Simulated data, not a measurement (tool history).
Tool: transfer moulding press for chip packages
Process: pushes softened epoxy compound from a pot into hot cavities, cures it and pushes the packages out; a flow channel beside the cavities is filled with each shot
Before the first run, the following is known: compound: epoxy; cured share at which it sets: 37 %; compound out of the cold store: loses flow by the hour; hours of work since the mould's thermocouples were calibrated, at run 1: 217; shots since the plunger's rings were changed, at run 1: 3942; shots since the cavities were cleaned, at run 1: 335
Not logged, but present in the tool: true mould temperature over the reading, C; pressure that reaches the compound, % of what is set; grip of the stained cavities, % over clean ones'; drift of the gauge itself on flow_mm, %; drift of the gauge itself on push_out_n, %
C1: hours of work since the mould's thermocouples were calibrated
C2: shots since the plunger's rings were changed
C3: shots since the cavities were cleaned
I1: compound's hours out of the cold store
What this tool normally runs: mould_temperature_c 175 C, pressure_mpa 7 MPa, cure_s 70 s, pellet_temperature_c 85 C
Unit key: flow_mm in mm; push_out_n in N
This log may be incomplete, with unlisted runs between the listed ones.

run 1 hour=0 | mould_temperature_c=175 pressure_mpa=7 cure_s=70 pellet_temperature_c=85 | C1=217 C2=3942 C3=335 | I1=32.6 | flow_mm=509 push_out_n=744
run 2 hour=5 | mould_temperature_c=175 pressure_mpa=7 cure_s=70 pellet_temperature_c=85 | C1=219 C2=4007 C3=400 | I1=40.7 | flow_mm=500 push_out_n=801
run 3 hour=11.2 | mould_temperature_c=175 pressure_mpa=7 cure_s=70 pellet_temperature_c=85 | C1=222 C2=4088 C3=481 | I1=8.2 | flow_mm=547 push_out_n=884
run 4 hour=19.3 | mould_temperature_c=175 pressure_mpa=7 cure_s=70 pellet_temperature_c=85 | C1=226 C2=4192 C3=585 | I1=38.9 | flow_mm=498 push_out_n=817
run 5 hour=26.4 | mould_temperature_c=173 pressure_mpa=7 cure_s=70 pellet_temperature_c=85 | C1=230 C2=4285 C3=678 | I1=26.4 | flow_mm=519 push_out_n=969
run 6 hour=31.9 | mould_temperature_c=173 pressure_mpa=7 cure_s=70 pellet_temperature_c=85 | C1=233 C2=4356 C3=749 | I1=27.1 | flow_mm=519 push_out_n=1005
-- hour=36.5 cavities cleaned with cleaning compound and waxed
run 7 hour=44.5 | mould_temperature_c=175 pressure_mpa=7 cure_s=70 pellet_temperature_c=85 | C1=238 C2=4500 C3=103 | I1=45 | flow_mm=488 push_out_n=570
run 8 hour=54.5 | mould_temperature_c=175 pressure_mpa=7 cure_s=65 pellet_temperature_c=85 | C1=243 C2=4631 C3=234 | I1=38.4 | flow_mm=495 push_out_n=803
run 9 hour=62.6 | mould_temperature_c=175 pressure_mpa=7 cure_s=65 pellet_temperature_c=85 | C1=247 C2=4736 C3=339 | I1=34.6 | flow_mm=506 push_out_n=856
run 10 hour=71.9 | mould_temperature_c=175 pressure_mpa=7 cure_s=65 pellet_temperature_c=85 | C1=251 C2=4856 C3=459 | I1=40.5 | flow_mm=491 push_out_n=934
run 11 hour=83.7 | mould_temperature_c=175 pressure_mpa=7 cure_s=70 pellet_temperature_c=85 | C1=257 C2=5010 C3=613 | I1=12.1 | flow_mm=537 push_out_n=893
run 12 hour=91.7 | mould_temperature_c=175 pressure_mpa=7 cure_s=70 pellet_temperature_c=85 | C1=261 C2=5113 C3=716 | I1=12.4 | flow_mm=535 push_out_n=935
-- hour=99.1 cavities cleaned with cleaning compound and waxed
run 13 hour=99.9 | mould_temperature_c=175 pressure_mpa=7 cure_s=70 pellet_temperature_c=85 | C1=264 C2=5200 C3=10 | I1=35.6 | flow_mm=499 push_out_n=493
run 14 hour=106.9 | mould_temperature_c=175 pressure_mpa=5.44 cure_s=70 pellet_temperature_c=85 | C1=268 C2=5292 C3=102 | I1=24.8 | flow_mm=451 push_out_n=614
run 15 hour=117.5 | mould_temperature_c=172 pressure_mpa=8.21 cure_s=107 pellet_temperature_c=90 | C1=273 C2=5429 C3=239 | I1=47.7 | flow_mm=529 push_out_n=468
run 16 hour=128.8 | mould_temperature_c=175 pressure_mpa=8.73 cure_s=70 pellet_temperature_c=76 | C1=279 C2=5577 C3=387 | I1=43.3 | flow_mm=542 push_out_n=781
run 17 hour=140.6 | mould_temperature_c=175 pressure_mpa=7 cure_s=61 pellet_temperature_c=80 | C1=284 C2=5730 C3=540 | I1=13 | flow_mm=531 push_out_n=1274
run 18 hour=147 | mould_temperature_c=175 pressure_mpa=7 cure_s=61 pellet_temperature_c=80 | C1=287 C2=5812 C3=622 | I1=45.8 | flow_mm=485 push_out_n=1154
run 19 hour=156 | mould_temperature_c=177 pressure_mpa=7 cure_s=70 pellet_temperature_c=85 | C1=292 C2=5930 C3=740 | I1=43.2 | flow_mm=479 push_out_n=760
-- hour=161.2 cavities cleaned with cleaning compound and waxed
-- hour=166 plunger's sealing rings changed
run 20 hour=170.9 | mould_temperature_c=182 pressure_mpa=7.47 cure_s=59 pellet_temperature_c=85 | C1=297 C2=64 C3=94 | I1=13.6 | flow_mm=555 push_out_n=598
run 21 hour=180.9 | mould_temperature_c=170 pressure_mpa=7.47 cure_s=84 pellet_temperature_c=85 | C1=302 C2=194 C3=224 | I1=27.4 | flow_mm=558 push_out_n=645
run 22 hour=188.2 | mould_temperature_c=176 pressure_mpa=7.87 cure_s=102 pellet_temperature_c=81 | C1=306 C2=289 C3=319 | I1=18.2 | flow_mm=576 push_out_n=456
run 23 hour=194.3 | mould_temperature_c=176 pressure_mpa=7.87 cure_s=102 pellet_temperature_c=81 | C1=309 C2=367 C3=397 | I1=18.6 | flow_mm=572 push_out_n=512
run 24 hour=199.7 | mould_temperature_c=178 pressure_mpa=7 cure_s=107 pellet_temperature_c=85 | C1=311 C2=437 C3=467 | I1=45.8 | flow_mm=497 push_out_n=504
run 25 hour=206.9 | mould_temperature_c=174 pressure_mpa=6.6 cure_s=69 pellet_temperature_c=85 | C1=315 C2=531 C3=561 | I1=30.5 | flow_mm=512 push_out_n=905
run 26 hour=215.7 | mould_temperature_c=182 pressure_mpa=7 cure_s=60 pellet_temperature_c=85 | C1=319 C2=645 C3=675 | I1=23.1 | flow_mm=520 push_out_n=820
-- hour=225.9 cavities cleaned with cleaning compound and waxed
run 27 hour=227.4 | mould_temperature_c=175 pressure_mpa=5.36 cure_s=61 pellet_temperature_c=91 | C1=324 C2=778 C3=20 | I1=8.5 | flow_mm=483 push_out_n=742
run 28 hour=237.1 | mould_temperature_c=175 pressure_mpa=5.36 cure_s=61 pellet_temperature_c=91 | C1=329 C2=903 C3=145 | I1=28.3 | flow_mm=461 push_out_n=874

Here are 4 independent what-if runs from the current tool condition. What would each one return?
run A hour=248.3 | mould_temperature_c=175 pressure_mpa=5.36 cure_s=61 pellet_temperature_c=93 | C1=334 C2=1049 C3=291 | I1=31.6 | flow_mm=? push_out_n=?
run B hour=248.3 | mould_temperature_c=182 pressure_mpa=5.49 cure_s=70 pellet_temperature_c=76 | C1=334 C2=1049 C3=291 | I1=14.7 | flow_mm=? push_out_n=?
run C hour=248.3 | mould_temperature_c=175 pressure_mpa=7.9 cure_s=53 pellet_temperature_c=89 | C1=334 C2=1049 C3=291 | I1=21.6 | flow_mm=? push_out_n=?
run D hour=248.3 | mould_temperature_c=171 pressure_mpa=5.36 cure_s=76 pellet_temperature_c=91 | C1=334 C2=1049 C3=291 | I1=28.2 | flow_mm=? push_out_n=?

run=A flow_mm=457 push_out_n=978
run=B flow_mm=473 push_out_n=552
run=C flow_mm=569 push_out_n=1454
run=D flow_mm=468 push_out_n=784
Take away the tool's hidden state, keep each run's random variation, and the runs would have read:
run=A flow_mm=461 push_out_n=622
run=B flow_mm=477 push_out_n=356
run=C flow_mm=574 push_out_n=931
run=D flow_mm=472 push_out_n=500
